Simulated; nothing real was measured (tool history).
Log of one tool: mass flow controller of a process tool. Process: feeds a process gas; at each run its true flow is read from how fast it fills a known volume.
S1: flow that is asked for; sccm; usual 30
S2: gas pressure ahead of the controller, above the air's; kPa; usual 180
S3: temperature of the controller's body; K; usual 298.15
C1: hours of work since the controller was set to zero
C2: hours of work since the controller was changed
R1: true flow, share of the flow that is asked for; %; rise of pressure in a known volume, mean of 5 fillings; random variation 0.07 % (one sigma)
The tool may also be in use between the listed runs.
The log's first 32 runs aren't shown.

| run | hour | S1 | S2 | S3 | C1 | C2 | R1 |
|---|---|---|---|---|---|---|---|
| 33 | 6178.6 | 70 | 230 | 300.15 | 2921 | 2921 | 99.55 |
| 34 | 6461.5 | 40 | 176 | 303.15 | 3036 | 3036 | 98.55 |
| 35 | 6699.2 | 40 | 180 | 298.15 | 3132 | 3132 | 99.10 |
| 36 | 6814.6 | 30 | 224 | 298.15 | 3178 | 3178 | 99.18 |
| 37 | 7070.9 | 30 | 224 | 298.15 | 3282 | 3282 | 99.13 |
| 38 | 7344.7 | 30 | 224 | 298.15 | 3392 | 3392 | 99.03 |
| 39 | 7548.4 | 16 | 224 | 298.15 | 3475 | 3475 | 98.93 |
| 40 | 7777.3 | 16 | 224 | 298.15 | 3567 | 3567 | 98.89 |
| 41 | 7891.8 | 97 | 178 | 295.15 | 3613 | 3613 | 100.29 |
| 42 | 8082.2 | 10 | 178 | 311.15 | 3690 | 3690 | 97.21 |
| 43 | 8226.5 | 10 | 178 | 311.15 | 3748 | 3748 | 97.31 |
| 44 | 8495.3 | 30 | 225 | 298.15 | 3857 | 3857 | 99.15 |
| 45 | 8760.3 | 60 | 259 | 300.15 | 3964 | 3964 | 99.51 |
| 46 | 8886.6 | 35 | 235 | 309.15 | 4015 | 4015 | 97.97 |
| 47 | 9157.8 | 35 | 227 | 296.15 | 4125 | 4125 | 99.36 |
| 48 | 9286.6 | 16 | 259 | 296.15 | 4177 | 4177 | 99.35 |

5 ways to go on from here, each from the tool as it stands after run 48. What would each give?
| A | 9421.3 | 21 | 189 | 297.15 | 4231 | 4231 | ? |
| B | 9421.3 | 30 | 174 | 305.15 | 4231 | 4231 | ? |
| C | 9421.3 | 29 | 259 | 296.15 | 4231 | 4231 | ? |
| D | 9421.3 | 81 | 209 | 296.15 | 4231 | 4231 | ? |
| E | 9421.3 | 95 | 259 | 296.15 | 4231 | 4231 | ? |

| run | R1 |
|---|---|
| A | 98.98 |
| B | 98.19 |
| C | 99.46 |
| D | 100.06 |
| E | 100.49 |
Without the tool's hidden state the same runs would have given:
| run | R1 |
|---|---|
| A | 98.96 |
| B | 98.17 |
| C | 99.44 |
| D | 100.03 |
| E | 100.47 |
